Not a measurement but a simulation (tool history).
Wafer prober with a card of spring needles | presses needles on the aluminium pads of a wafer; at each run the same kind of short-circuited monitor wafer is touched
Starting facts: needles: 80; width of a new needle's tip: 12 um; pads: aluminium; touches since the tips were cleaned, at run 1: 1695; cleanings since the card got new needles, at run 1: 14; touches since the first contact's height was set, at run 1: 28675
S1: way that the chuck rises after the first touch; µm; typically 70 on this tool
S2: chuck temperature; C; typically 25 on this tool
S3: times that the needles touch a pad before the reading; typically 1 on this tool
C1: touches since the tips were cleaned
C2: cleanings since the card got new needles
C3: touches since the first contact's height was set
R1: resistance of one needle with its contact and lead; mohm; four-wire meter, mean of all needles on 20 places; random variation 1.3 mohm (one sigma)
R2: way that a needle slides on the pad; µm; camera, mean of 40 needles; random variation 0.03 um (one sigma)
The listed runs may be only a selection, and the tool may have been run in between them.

run 1 hour=0 | S1=70 S2=25 S3=1 | C1=1695 C2=14 C3=28675 | R1=120 R2=9.92
-- hour=1 tips cleaned on abrasive film
-- hour=7.1 tips cleaned on abrasive film
run 2 hour=9 | S1=70 S2=25 S3=1 | C1=596 C2=16 C3=31393 | R1=119 R2=9.91
-- hour=13.2 tips cleaned on abrasive film
run 3 hour=16.6 | S1=70 S2=25 S3=1 | C1=1045 C2=17 C3=33722 | R1=118 R2=9.89
-- hour=19.5 tips cleaned on abrasive film
run 4 hour=25 | S1=70 S2=25 S3=1 | C1=1730 C2=18 C3=36299 | R1=124 R2=9.87
-- hour=25.6 tips cleaned on abrasive film
-- hour=31.8 tips cleaned on abrasive film
run 5 hour=32 | S1=70 S2=25 S3=1 | C1=51 C2=20 C3=38390 | R1=111 R2=9.83
run 6 hour=36.7 | S1=71 S2=25 S3=1 | C1=1509 C2=20 C3=39848 | R1=123 R2=10.02
-- hour=37.7 tips cleaned on abrasive film
run 7 hour=40.7 | S1=71 S2=25 S3=1 | C1=941 C2=21 C3=41064 | R1=120 R2=9.97
-- hour=43.6 tips cleaned on abrasive film
run 8 hour=46.5 | S1=70 S2=25 S3=1 | C1=898 C2=22 C3=42822 | R1=120 R2=9.82
-- hour=49.7 tips cleaned on abrasive film
-- hour=55.4 tips cleaned on abrasive film
run 9 hour=55.7 | S1=84 S2=25 S3=1 | C1=105 C2=24 C3=45610 | R1=112 R2=11.8
run 10 hour=59.7 | S1=86 S2=25 S3=1 | C1=1343 C2=24 C3=46848 | R1=117 R2=12.09
-- hour=61.2 tips cleaned on abrasive film
run 11 hour=64.2 | S1=86 S2=25 S3=1 | C1=925 C2=25 C3=48190 | R1=116 R2=12.11
-- hour=67.3 tips cleaned on abrasive film
run 12 hour=68.3 | S1=86 S2=25 S3=1 | C1=301 C2=26 C3=49431 | R1=113 R2=12.12
-- hour=73 tips cleaned on abrasive film
run 13 hour=76.2 | S1=86 S2=25 S3=1 | C1=991 C2=27 C3=51858 | R1=116 R2=12.07
-- hour=78.9 tips cleaned on abrasive film
run 14 hour=83.3 | S1=60 S2=25 S3=1 | C1=1355 C2=28 C3=54020 | R1=129 R2=8.32
-- hour=84.9 tips cleaned on abrasive film
-- hour=91 tips cleaned on abrasive film
run 15 hour=92.7 | S1=70 S2=25 S3=1 | C1=519 C2=30 C3=56845 | R1=120 R2=9.73
-- hour=96.8 tips cleaned on abrasive film
run 16 hour=98.6 | S1=70 S2=25 S3=1 | C1=581 C2=31 C3=58668 | R1=117 R2=9.78
-- hour=102.9 tips cleaned on abrasive film
run 17 hour=107.1 | S1=81 S2=48 S3=1 | C1=1296 C2=32 C3=61239 | R1=124 R2=11.36
-- hour=109.1 tips cleaned on abrasive film
run 18 hour=114.1 | S1=89 S2=84 S3=1 | C1=1566 C2=33 C3=63400 | R1=123 R2=12.47
-- hour=115.3 tips cleaned on abrasive film
-- hour=121.7 tips cleaned on abrasive film
run 19 hour=122.1 | S1=70 S2=31 S3=1 | C1=136 C2=35 C3=65812 | R1=116 R2=9.74
-- hour=127.8 tips cleaned on abrasive film
run 20 hour=128.1 | S1=70 S2=31 S3=1 | C1=117 C2=36 C3=67634 | R1=112 R2=9.71
-- hour=133.6 tips cleaned on abrasive film
run 21 hour=136.9 | S1=70 S2=51 S3=1 | C1=1044 C2=37 C3=70327 | R1=126 R2=9.68
-- hour=139.8 tips cleaned on abrasive film
-- hour=146.1 tips cleaned on abrasive film
run 22 hour=146.1 | S1=70 S2=51 S3=1 | C1=0 C2=39 C3=73098 | R1=115 R2=9.67
-- hour=151.9 tips cleaned on abrasive film
run 23 hour=155.1 | S1=84 S2=76 S3=2 | C1=993 C2=40 C3=75864 | R1=120 R2=11.75
-- hour=157.7 tips cleaned on abrasive film
run 24 hour=161.4 | S1=84 S2=76 S3=2 | C1=1148 C2=41 C3=77786 | R1=122 R2=11.65
-- hour=163.5 tips cleaned on abrasive film
-- hour=169.5 tips cleaned on abrasive film
run 25 hour=170.5 | S1=84 S2=30 S3=1 | C1=327 C2=43 C3=80534 | R1=118 R2=11.71
-- hour=175.6 tips cleaned on abrasive film
run 26 hour=178.9 | S1=84 S2=30 S3=1 | C1=1030 C2=44 C3=83093 | R1=117 R2=11.6
-- hour=181.4 tips cleaned on abrasive film
-- hour=187.3 tips cleaned on abrasive film
run 27 hour=188.7 | S1=70 S2=25 S3=1 | C1=430 C2=46 C3=86073 | R1=117 R2=9.66
-- hour=193.5 tips cleaned on abrasive film
run 28 hour=196.7 | S1=58 S2=123 S3=3 | C1=1003 C2=47 C3=88518 | R1=131 R2=7.9
-- hour=199.7 tips cleaned on abrasive film
run 29 hour=203 | S1=67 S2=25 S3=3 | C1=1045 C2=48 C3=90437 | R1=117 R2=9.21
-- hour=206 tips cleaned on abrasive film
-- hour=212 tips cleaned on abrasive film
run 30 hour=212.1 | S1=59 S2=54 S3=2 | C1=29 C2=50 C3=93172 | R1=119 R2=8.01
-- hour=218.1 tips cleaned on abrasive film
run 31 hour=218.5 | S1=71 S2=98 S3=2 | C1=130 C2=51 C3=95130 | R1=125 R2=9.76
-- hour=223.9 tips cleaned on abrasive film
run 32 hour=224.4 | S1=71 S2=98 S3=2 | C1=147 C2=52 C3=96912 | R1=124 R2=9.76

Had the tool no unlogged condition, and each run kept its random variation, what would the results have been?
Hidden state present: debris on the tips, nm; way that the needles fall short of the set height, um; tips' diameter, um; drift of the gauge itself on contact_mohm, %; drift of the gauge itself on scrub_um, %.
run=1 R1=109 R2=10.03
run=2 R1=114 R2=10.04
run=3 R1=110 R2=10.02
run=4 R1=113 R2=10.02
run=5 R1=109 R2=9.99
run=6 R1=112 R2=10.18
run=7 R1=113 R2=10.14
run=8 R1=113 R2=9.99
run=9 R1=110 R2=11.98
run=10 R1=110 R2=12.28
run=11 R1=111 R2=12.3
run=12 R1=110 R2=12.32
run=13 R1=111 R2=12.28
run=14 R1=115 R2=8.54
run=15 R1=115 R2=9.96
run=16 R1=111 R2=10.02
run=17 R1=117 R2=11.61
run=18 R1=116 R2=12.73
run=19 R1=114 R2=10.01
run=20 R1=110 R2=9.99
run=21 R1=118 R2=9.96
run=22 R1=113 R2=9.97
run=23 R1=116 R2=12.06
run=24 R1=118 R2=11.97
run=25 R1=114 R2=12.04
run=26 R1=110 R2=11.94
run=27 R1=111 R2=10.02
run=28 R1=126 R2=8.27
run=29 R1=113 R2=9.58
run=30 R1=116 R2=8.4
run=31 R1=123 R2=10.16
run=32 R1=122 R2=10.17

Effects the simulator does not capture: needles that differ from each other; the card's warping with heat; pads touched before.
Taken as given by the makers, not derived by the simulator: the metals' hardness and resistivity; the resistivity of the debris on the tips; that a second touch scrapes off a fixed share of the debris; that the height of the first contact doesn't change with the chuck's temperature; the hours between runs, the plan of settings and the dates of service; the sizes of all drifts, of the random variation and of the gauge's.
